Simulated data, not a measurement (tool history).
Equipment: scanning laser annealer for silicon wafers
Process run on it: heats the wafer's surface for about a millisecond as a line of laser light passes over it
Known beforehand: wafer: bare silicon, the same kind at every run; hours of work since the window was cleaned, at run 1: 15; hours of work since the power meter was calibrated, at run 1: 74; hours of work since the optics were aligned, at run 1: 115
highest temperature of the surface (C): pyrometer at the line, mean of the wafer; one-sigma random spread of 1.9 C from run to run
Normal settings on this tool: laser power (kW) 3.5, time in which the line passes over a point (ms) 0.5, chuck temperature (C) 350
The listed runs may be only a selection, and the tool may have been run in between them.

run,day,laser power (kW),time in which the line passes over a point (ms),chuck temperature (C),hours of work since the window was cleaned,hours of work since the power meter was calibrated,hours of work since the optics were aligned,highest temperature of the surface (C)
1,0,3.5,0.5,350,15,74,115,1085
2,0.262,3.5,0.5,350,19,78,119,1085
3,0.517,3.5,0.5,382,22,82,123,1118
4,0.804,3.5,0.5,350,27,86,128,1084
5,1.321,3.5,0.5,350,35,94,135,1083
6,1.792,3.5,0.5,350,42,101,143,1085
7,2.15,3.5,0.5,375,47,107,148,1109
8,2.546,3.5,0.5,375,53,113,154,1111
9,2.821,3.5,0.597,375,58,117,158,1190
10,3.275,3.5,0.597,375,64,124,165,1188
11,3.546,3.163,0.414,376,69,128,169,973
# day 3.654: window over the wafer cleaned
12,4.092,3.5,0.483,350,7,135,176,1063
13,4.4,3.132,0.483,350,11,140,181,991
14,4.746,3.132,0.483,350,17,145,186,995
15,5,3.107,0.498,348,21,149,190,1000
16,5.417,3.628,0.586,329,27,155,196,1154
17,5.646,3.823,0.367,329,30,159,200,987
18,6.117,3.823,0.367,329,38,166,207,988
19,6.342,3.837,0.567,329,41,169,211,1181

Forecast each of these 3 alternatives for the next run:
# day 6.512: window over the wafer cleaned, once more
A,6.662,3.606,0.372,364,2,173,214,?
# day 6.512: window over the wafer cleaned, once more
B,6.662,3.846,0.512,345,2,173,214,?
# day 6.512: window over the wafer cleaned, once more
C,6.662,2.998,0.487,348,2,173,214,?

run,highest temperature of the surface (C)
A,1001
B,1161
C,977
Had the tool no hidden state, the same runs would have come out as:
run,highest temperature of the surface (C)
A,1004
B,1165
C,980
